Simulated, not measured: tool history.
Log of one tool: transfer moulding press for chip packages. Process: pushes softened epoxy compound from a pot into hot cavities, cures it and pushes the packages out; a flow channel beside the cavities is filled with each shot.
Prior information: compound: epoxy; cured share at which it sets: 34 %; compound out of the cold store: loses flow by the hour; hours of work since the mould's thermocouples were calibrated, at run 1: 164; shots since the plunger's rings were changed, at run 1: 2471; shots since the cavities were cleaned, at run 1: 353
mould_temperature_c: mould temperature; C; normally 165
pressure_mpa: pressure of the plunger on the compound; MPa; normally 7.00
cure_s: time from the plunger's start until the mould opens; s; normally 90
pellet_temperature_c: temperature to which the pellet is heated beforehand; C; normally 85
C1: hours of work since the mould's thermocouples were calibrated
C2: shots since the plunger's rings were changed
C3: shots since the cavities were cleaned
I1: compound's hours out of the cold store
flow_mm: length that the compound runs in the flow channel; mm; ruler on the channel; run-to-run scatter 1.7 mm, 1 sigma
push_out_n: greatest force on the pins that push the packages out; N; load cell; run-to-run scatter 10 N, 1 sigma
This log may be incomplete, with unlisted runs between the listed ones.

{"run": 1, "day": 0.0, "mould_temperature_c": 165, "pressure_mpa": 7.0, "cure_s": 90, "pellet_temperature_c": 85, "C1": 164, "C2": 2471, "C3": 353, "I1": 28.0, "flow_mm": 512, "push_out_n": 863}
{"run": 2, "day": 0.308, "mould_temperature_c": 158, "pressure_mpa": 7.0, "cure_s": 90, "pellet_temperature_c": 85, "C1": 168, "C2": 2549, "C3": 431, "I1": 10.8, "flow_mm": 570, "push_out_n": 1586}
{"day": 0.5, "done": "plunger's sealing rings changed"}
{"day": 0.75, "done": "cavities cleaned with cleaning compound and waxed"}
{"run": 3, "day": 0.75, "mould_temperature_c": 158, "pressure_mpa": 7.0, "cure_s": 90, "pellet_temperature_c": 85, "C1": 172, "C2": 48, "C3": 0, "I1": 13.3, "flow_mm": 589, "push_out_n": 842}
{"run": 4, "day": 1.1, "mould_temperature_c": 165, "pressure_mpa": 5.86, "cure_s": 90, "pellet_temperature_c": 85, "C1": 177, "C2": 137, "C3": 89, "I1": 9.6, "flow_mm": 527, "push_out_n": 629}
{"run": 5, "day": 1.567, "mould_temperature_c": 165, "pressure_mpa": 5.86, "cure_s": 90, "pellet_temperature_c": 85, "C1": 183, "C2": 257, "C3": 209, "I1": 42.1, "flow_mm": 460, "push_out_n": 707}
{"run": 6, "day": 1.867, "mould_temperature_c": 165, "pressure_mpa": 5.98, "cure_s": 90, "pellet_temperature_c": 85, "C1": 187, "C2": 333, "C3": 285, "I1": 15.0, "flow_mm": 523, "push_out_n": 790}
{"run": 7, "day": 2.225, "mould_temperature_c": 165, "pressure_mpa": 5.98, "cure_s": 78, "pellet_temperature_c": 85, "C1": 192, "C2": 426, "C3": 378, "I1": 39.9, "flow_mm": 470, "push_out_n": 1086}
{"run": 8, "day": 2.462, "mould_temperature_c": 165, "pressure_mpa": 5.98, "cure_s": 78, "pellet_temperature_c": 85, "C1": 195, "C2": 486, "C3": 438, "I1": 24.4, "flow_mm": 498, "push_out_n": 1179}
{"day": 2.8, "done": "cavities cleaned with cleaning compound and waxed"}
{"run": 9, "day": 2.971, "mould_temperature_c": 165, "pressure_mpa": 5.98, "cure_s": 78, "pellet_temperature_c": 85, "C1": 202, "C2": 600, "C3": 43, "I1": 44.6, "flow_mm": 461, "push_out_n": 687}
{"run": 10, "day": 3.267, "mould_temperature_c": 165, "pressure_mpa": 5.98, "cure_s": 78, "pellet_temperature_c": 85, "C1": 206, "C2": 676, "C3": 119, "I1": 24.6, "flow_mm": 499, "push_out_n": 841}
{"run": 11, "day": 3.521, "mould_temperature_c": 165, "pressure_mpa": 7.0, "cure_s": 126, "pellet_temperature_c": 85, "C1": 209, "C2": 741, "C3": 184, "I1": 20.6, "flow_mm": 545, "push_out_n": 578}
{"run": 12, "day": 4.067, "mould_temperature_c": 165, "pressure_mpa": 7.0, "cure_s": 126, "pellet_temperature_c": 85, "C1": 217, "C2": 881, "C3": 324, "I1": 14.5, "flow_mm": 553, "push_out_n": 662}
{"run": 13, "day": 4.596, "mould_temperature_c": 165, "pressure_mpa": 7.0, "cure_s": 126, "pellet_temperature_c": 85, "C1": 224, "C2": 1017, "C3": 460, "I1": 41.0, "flow_mm": 501, "push_out_n": 676}
{"day": 4.838, "done": "cavities cleaned with cleaning compound and waxed"}
{"run": 14, "day": 4.938, "mould_temperature_c": 165, "pressure_mpa": 7.0, "cure_s": 126, "pellet_temperature_c": 85, "C1": 228, "C2": 1088, "C3": 26, "I1": 14.1, "flow_mm": 556, "push_out_n": 408}
{"run": 15, "day": 5.4, "mould_temperature_c": 165, "pressure_mpa": 7.0, "cure_s": 97, "pellet_temperature_c": 78, "C1": 234, "C2": 1206, "C3": 144, "I1": 18.8, "flow_mm": 545, "push_out_n": 606}
{"run": 16, "day": 5.921, "mould_temperature_c": 165, "pressure_mpa": 7.0, "cure_s": 97, "pellet_temperature_c": 91, "C1": 241, "C2": 1339, "C3": 277, "I1": 10.0, "flow_mm": 559, "push_out_n": 727}
{"run": 17, "day": 6.358, "mould_temperature_c": 165, "pressure_mpa": 7.0, "cure_s": 97, "pellet_temperature_c": 91, "C1": 247, "C2": 1451, "C3": 389, "I1": 38.4, "flow_mm": 501, "push_out_n": 745}
{"day": 6.883, "done": "cavities cleaned with cleaning compound and waxed"}
{"run": 18, "day": 6.938, "mould_temperature_c": 171, "pressure_mpa": 7.0, "cure_s": 90, "pellet_temperature_c": 86, "C1": 255, "C2": 1584, "C3": 14, "I1": 33.2, "flow_mm": 499, "push_out_n": 402}
{"run": 19, "day": 7.171, "mould_temperature_c": 165, "pressure_mpa": 7.0, "cure_s": 111, "pellet_temperature_c": 85, "C1": 258, "C2": 1643, "C3": 73, "I1": 11.4, "flow_mm": 559, "push_out_n": 488}
{"run": 20, "day": 7.596, "mould_temperature_c": 165, "pressure_mpa": 7.0, "cure_s": 111, "pellet_temperature_c": 85, "C1": 264, "C2": 1752, "C3": 182, "I1": 25.6, "flow_mm": 525, "push_out_n": 592}
{"run": 21, "day": 8.025, "mould_temperature_c": 165, "pressure_mpa": 7.0, "cure_s": 111, "pellet_temperature_c": 85, "C1": 270, "C2": 1862, "C3": 292, "I1": 44.9, "flow_mm": 485, "push_out_n": 651}
{"run": 22, "day": 8.429, "mould_temperature_c": 157, "pressure_mpa": 7.0, "cure_s": 79, "pellet_temperature_c": 89, "C1": 275, "C2": 1966, "C3": 396, "I1": 29.7, "flow_mm": 534, "push_out_n": 1997}
{"day": 8.912, "done": "cavities cleaned with cleaning compound and waxed"}
{"run": 23, "day": 9.004, "mould_temperature_c": 166, "pressure_mpa": 8.44, "cure_s": 87, "pellet_temperature_c": 90, "C1": 282, "C2": 2097, "C3": 24, "I1": 34.5, "flow_mm": 551, "push_out_n": 508}
{"run": 24, "day": 9.517, "mould_temperature_c": 165, "pressure_mpa": 7.0, "cure_s": 90, "pellet_temperature_c": 78, "C1": 289, "C2": 2228, "C3": 155, "I1": 33.9, "flow_mm": 501, "push_out_n": 682}
{"run": 25, "day": 9.896, "mould_temperature_c": 165, "pressure_mpa": 7.0, "cure_s": 90, "pellet_temperature_c": 78, "C1": 294, "C2": 2325, "C3": 252, "I1": 16.4, "flow_mm": 537, "push_out_n": 781}
{"run": 26, "day": 10.4, "mould_temperature_c": 158, "pressure_mpa": 5.53, "cure_s": 81, "pellet_temperature_c": 79, "C1": 301, "C2": 2454, "C3": 381, "I1": 33.3, "flow_mm": 464, "push_out_n": 1819}
{"day": 10.996, "done": "plunger's sealing rings changed"}
{"day": 11.058, "done": "cavities cleaned with cleaning compound and waxed"}
{"run": 27, "day": 11.075, "mould_temperature_c": 166, "pressure_mpa": 7.0, "cure_s": 90, "pellet_temperature_c": 85, "C1": 308, "C2": 4, "C3": 4, "I1": 32.7, "flow_mm": 524, "push_out_n": 452}
{"run": 28, "day": 11.346, "mould_temperature_c": 166, "pressure_mpa": 7.0, "cure_s": 90, "pellet_temperature_c": 85, "C1": 312, "C2": 73, "C3": 73, "I1": 45.6, "flow_mm": 499, "push_out_n": 531}

Pick out some run-to-run changes in flow_mm. Of each, how much would a tool without hidden state show as well, from the settings, what came in and chance, and how much is left for the hidden state and any gauge scatter not in both results compared?
Hidden state at play: true mould temperature over the reading, C; pressure that reaches the compound, % of what is set; grip of the stained cavities, % over clean ones'; drift of the gauge itself on flow_mm, %; drift of the gauge itself on push_out_n, %.
Run 2 -> 3: plunger's sealing rings changed, cavities cleaned with cleaning compound and waxed. flow_mm +19 mm: hidden state +28, all else -9.
Run 4 -> 5: settings left as they were, no log entry in between. flow_mm -67 mm: hidden state +0, all else -67.
Run 25 -> 26: mould_temperature_c 165 -> 158, pressure_mpa 7.00 -> 5.53, cure_s 90 -> 81, pellet_temperature_c 78 -> 79. flow_mm -73 mm: hidden state +3, all else -76.
Run 26 -> 27: mould_temperature_c 158 -> 166, pressure_mpa 5.53 -> 7.00, cure_s 81 -> 90, pellet_temperature_c 79 -> 85, plunger's sealing rings changed, cavities cleaned with cleaning compound and waxed. flow_mm +60 mm: hidden state +20, all else +40.

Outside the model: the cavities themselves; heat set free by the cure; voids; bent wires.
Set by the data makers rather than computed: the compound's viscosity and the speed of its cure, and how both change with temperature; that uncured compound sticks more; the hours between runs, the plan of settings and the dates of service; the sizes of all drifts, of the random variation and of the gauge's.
